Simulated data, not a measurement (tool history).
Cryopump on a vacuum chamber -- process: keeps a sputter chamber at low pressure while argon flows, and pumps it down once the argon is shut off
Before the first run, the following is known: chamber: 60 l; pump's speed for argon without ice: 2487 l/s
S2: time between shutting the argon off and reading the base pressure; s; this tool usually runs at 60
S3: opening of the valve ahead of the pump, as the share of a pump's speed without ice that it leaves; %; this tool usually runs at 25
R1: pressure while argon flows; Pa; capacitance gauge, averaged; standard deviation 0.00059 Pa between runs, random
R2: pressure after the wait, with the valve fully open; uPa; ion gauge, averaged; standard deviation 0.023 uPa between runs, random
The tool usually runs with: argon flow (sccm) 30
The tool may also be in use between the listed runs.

{"run": 1, "hour": 0.0, "argon flow (sccm)": 30, "S2": 60, "S3": 25, "R1": 0.0836, "R2": 0.73}
{"run": 2, "hour": 22.4, "argon flow (sccm)": 30, "S2": 60, "S3": 25, "R1": 0.0849, "R2": 0.74}
{"run": 3, "hour": 39.8, "argon flow (sccm)": 30, "S2": 60, "S3": 25, "R1": 0.0847, "R2": 0.76}
{"run": 4, "hour": 76.0, "argon flow (sccm)": 30, "S2": 60, "S3": 25, "R1": 0.0845, "R2": 0.81}
{"run": 5, "hour": 94.5, "argon flow (sccm)": 30, "S2": 60, "S3": 41, "R1": 0.0532, "R2": 0.78}
{"run": 6, "hour": 118.9, "argon flow (sccm)": 30, "S2": 60, "S3": 41, "R1": 0.0532, "R2": 0.86}
{"run": 7, "hour": 150.3, "argon flow (sccm)": 30, "S2": 144, "S3": 25, "R1": 0.0849, "R2": 0.51}
{"run": 8, "hour": 176.9, "argon flow (sccm)": 30, "S2": 144, "S3": 25, "R1": 0.0863, "R2": 0.48}
{"run": 9, "hour": 195.8, "argon flow (sccm)": 30, "S2": 60, "S3": 25, "R1": 0.0866, "R2": 0.83}
{"run": 10, "hour": 228.2, "argon flow (sccm)": 30, "S2": 60, "S3": 25, "R1": 0.0873, "R2": 0.9}
{"run": 11, "hour": 250.0, "argon flow (sccm)": 30, "S2": 60, "S3": 25, "R1": 0.0876, "R2": 0.86}
{"run": 12, "hour": 273.4, "argon flow (sccm)": 30, "S2": 60, "S3": 25, "R1": 0.0884, "R2": 0.87}
{"run": 13, "hour": 308.4, "argon flow (sccm)": 30, "S2": 60, "S3": 25, "R1": 0.0886, "R2": 0.92}
{"run": 14, "hour": 342.4, "argon flow (sccm)": 30, "S2": 60, "S3": 25, "R1": 0.0884, "R2": 0.94}
{"run": 15, "hour": 363.5, "argon flow (sccm)": 30, "S2": 60, "S3": 25, "R1": 0.089, "R2": 0.99}
{"run": 16, "hour": 382.9, "argon flow (sccm)": 30, "S2": 60, "S3": 25, "R1": 0.0883, "R2": 0.96}
{"run": 17, "hour": 409.2, "argon flow (sccm)": 30, "S2": 60, "S3": 25, "R1": 0.0895, "R2": 1.04}
{"run": 18, "hour": 428.6, "argon flow (sccm)": 57, "S2": 24, "S3": 21, "R1": 0.202, "R2": 1.86}
{"run": 19, "hour": 449.9, "argon flow (sccm)": 19, "S2": 21, "S3": 23, "R1": 0.0608, "R2": 2.06}
{"run": 20, "hour": 471.1, "argon flow (sccm)": 14, "S2": 211, "S3": 25, "R1": 0.0422, "R2": 0.6}
{"run": 21, "hour": 506.1, "argon flow (sccm)": 13, "S2": 27, "S3": 28, "R1": 0.0361, "R2": 1.76}
{"hour": 533.2, "done": "pump warmed up, emptied and cooled again"}
{"run": 22, "hour": 540.1, "argon flow (sccm)": 53, "S2": 60, "S3": 33, "R1": 0.1095, "R2": 0.92}
{"run": 23, "hour": 560.0, "argon flow (sccm)": 21, "S2": 93, "S3": 35, "R1": 0.041, "R2": 0.75}
{"run": 24, "hour": 585.2, "argon flow (sccm)": 21, "S2": 93, "S3": 35, "R1": 0.0407, "R2": 0.74}
{"run": 25, "hour": 617.5, "argon flow (sccm)": 30, "S2": 39, "S3": 25, "R1": 0.0828, "R2": 1.25}
{"run": 26, "hour": 653.5, "argon flow (sccm)": 30, "S2": 23, "S3": 47, "R1": 0.0456, "R2": 1.83}
{"run": 27, "hour": 682.8, "argon flow (sccm)": 16, "S2": 29, "S3": 34, "R1": 0.0332, "R2": 1.58}
{"run": 28, "hour": 706.4, "argon flow (sccm)": 30, "S2": 148, "S3": 17, "R1": 0.1226, "R2": 0.69}
{"run": 29, "hour": 723.5, "argon flow (sccm)": 30, "S2": 148, "S3": 17, "R1": 0.1221, "R2": 0.71}
{"run": 30, "hour": 759.5, "argon flow (sccm)": 30, "S2": 148, "S3": 17, "R1": 0.1233, "R2": 0.71}
{"run": 31, "hour": 776.3, "argon flow (sccm)": 16, "S2": 54, "S3": 19, "R1": 0.0588, "R2": 1.12}
{"run": 32, "hour": 813.0, "argon flow (sccm)": 16, "S2": 54, "S3": 19, "R1": 0.0586, "R2": 1.11}
{"run": 33, "hour": 848.1, "argon flow (sccm)": 29, "S2": 167, "S3": 21, "R1": 0.0981, "R2": 0.75}

Below are 4 alternative next runs, each starting from the tool's condition after run 33. Predict each:
{"run": "A", "hour": 865.3, "argon flow (sccm)": 29, "S2": 167, "S3": 25, "R1": "?", "R2": "?"}
{"run": "B", "hour": 865.3, "argon flow (sccm)": 32, "S2": 167, "S3": 21, "R1": "?", "R2": "?"}
{"run": "C", "hour": 865.3, "argon flow (sccm)": 33, "S2": 47, "S3": 35, "R1": "?", "R2": "?"}
{"run": "D", "hour": 865.3, "argon flow (sccm)": 29, "S2": 22, "S3": 32, "R1": "?", "R2": "?"}

run=A R1=0.0822 R2=0.73
run=B R1=0.1076 R2=0.77
run=C R1=0.069 R2=1.28
run=D R1=0.065 R2=2.13
Had the tool no hidden state, the same runs would have come out as:
run=A R1=0.0783 R2=0.3
run=B R1=0.1033 R2=0.33
run=C R1=0.0644 R2=0.86
run=D R1=0.0611 R2=1.7
